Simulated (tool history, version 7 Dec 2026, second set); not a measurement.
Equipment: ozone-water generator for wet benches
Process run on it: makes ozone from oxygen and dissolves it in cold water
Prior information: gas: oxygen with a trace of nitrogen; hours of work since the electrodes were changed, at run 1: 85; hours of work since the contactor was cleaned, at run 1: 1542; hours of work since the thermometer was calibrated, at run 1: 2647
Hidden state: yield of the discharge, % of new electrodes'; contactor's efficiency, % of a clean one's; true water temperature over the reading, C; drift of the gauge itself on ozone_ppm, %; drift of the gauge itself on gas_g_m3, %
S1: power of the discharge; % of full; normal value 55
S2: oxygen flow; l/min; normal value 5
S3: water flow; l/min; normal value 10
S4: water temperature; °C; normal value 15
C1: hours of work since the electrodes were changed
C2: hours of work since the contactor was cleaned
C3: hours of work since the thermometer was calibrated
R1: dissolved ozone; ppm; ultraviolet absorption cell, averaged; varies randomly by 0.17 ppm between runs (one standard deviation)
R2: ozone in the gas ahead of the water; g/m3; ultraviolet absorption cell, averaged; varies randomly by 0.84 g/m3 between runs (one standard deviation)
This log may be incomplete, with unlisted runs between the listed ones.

Run 1, hour 0: usual settings; C1 85; C2 1542; C3 2647. Result: R1 22.4 ppm, R2 133 g/m3.
Run 2, hour 74.9: usual settings; C1 131; C2 1588; C3 2693. Result: R1 22.3 ppm, R2 133.1 g/m3.
Run 3, hour 156.3: usual settings but S4 22 °C; C1 180; C2 1637; C3 2742. Result: R1 19.6 ppm, R2 132.9 g/m3.
Run 4, hour 216: usual settings; C1 216; C2 1673; C3 2778. Result: R1 22.4 ppm, R2 133.8 g/m3.
Run 5, hour 280: usual settings but S4 9 °C; C1 255; C2 1712; C3 2817. Result: R1 24.8 ppm, R2 132.7 g/m3.
Run 6, hour 389.5: usual settings but S4 9 °C; C1 322; C2 1779; C3 2884. Result: R1 24.7 ppm, R2 132.2 g/m3.
Run 7, hour 482.3: usual settings but S4 9 °C; C1 378; C2 1835; C3 2940. Result: R1 24.9 ppm, R2 133 g/m3.
Run 8, hour 533.5: usual settings but S4 9 °C; C1 409; C2 1866; C3 2971. Result: R1 24.7 ppm, R2 131.8 g/m3.
Run 9, hour 600.5: usual settings; C1 450; C2 1907; C3 3012. Result: R1 22 ppm, R2 133 g/m3.
Run 10, hour 689.5: usual settings; C1 504; C2 1961; C3 3066. Result: R1 22.2 ppm, R2 131.7 g/m3.
Run 11, hour 775.8: usual settings; C1 556; C2 2013; C3 3118. Result: R1 22 ppm, R2 131 g/m3.
Run 12, hour 868: usual settings but S4 12 °C; C1 612; C2 2069; C3 3174. Result: R1 22.8 ppm, R2 132.6 g/m3.
Run 13, hour 971.9: usual settings but S4 12 °C; C1 675; C2 2133; C3 3238. Result: R1 23.3 ppm, R2 130.7 g/m3.
Run 14, hour 1065.7: usual settings but S4 11 °C; C1 732; C2 2190; C3 3295. Result: R1 23.4 ppm, R2 129.9 g/m3.
Run 15, hour 1167.2: usual settings but S1 60 % of full; C1 794; C2 2251; C3 3356. Result: R1 22.8 ppm, R2 137.7 g/m3.
Run 16, hour 1261.6: usual settings; C1 851; C2 2308; C3 3413. Result: R1 21.6 ppm, R2 130.5 g/m3.
Run 17, hour 1329.8: usual settings; C1 893; C2 2350; C3 3455. Result: R1 21.5 ppm, R2 130.3 g/m3.
Run 18, hour 1403.9: usual settings but S1 47 % of full, S3 11 l/min; C1 938; C2 2395; C3 3500. Result: R1 18.6 ppm, R2 119.6 g/m3.
Run 19, hour 1508.7: usual settings but S2 5.33 l/min, S3 8 l/min; C1 1002; C2 2459; C3 3564. Result: R1 24.3 ppm, R2 124.7 g/m3.
Run 20, hour 1604: usual settings but S2 5.33 l/min, S3 8 l/min; C1 1059; C2 2516; C3 3621. Result: R1 24.3 ppm, R2 123.9 g/m3.
Run 21, hour 1708.6: usual settings but S2 5.33 l/min, S3 8 l/min; C1 1123; C2 2580; C3 3685. Result: R1 24.1 ppm, R2 123.5 g/m3.
Run 22, hour 1795.6: usual settings but S1 43 % of full, S2 5.54 l/min, S3 7 l/min, S4 7 °C; C1 1176; C2 2633; C3 3738. Result: R1 26.7 ppm, R2 106.8 g/m3.
At hour 1808.8: contactor cleaned.
Run 23, hour 1854.5: usual settings but S3 11 l/min; C1 1209; C2 28; C3 3771. Result: R1 19.5 ppm, R2 127.8 g/m3.
Run 24, hour 1911.4: usual settings but S3 11 l/min; C1 1244; C2 62; C3 3806. Result: R1 19.4 ppm, R2 128.5 g/m3.

The next listed run, before its measurement:
At hour 2017: water thermometer calibrated.
Run 25, hour 2017: usual settings but S2 7.8 l/min, S4 11 °C; C1 1308; C2 126; C3 0. Result: R1 ?, R2 ?.

R1: 20.1 ppm
R2: 97.8 g/m3
Without the tool's hidden state the same run would have given R1 22.6 ppm, R2 102.2 g/m3.
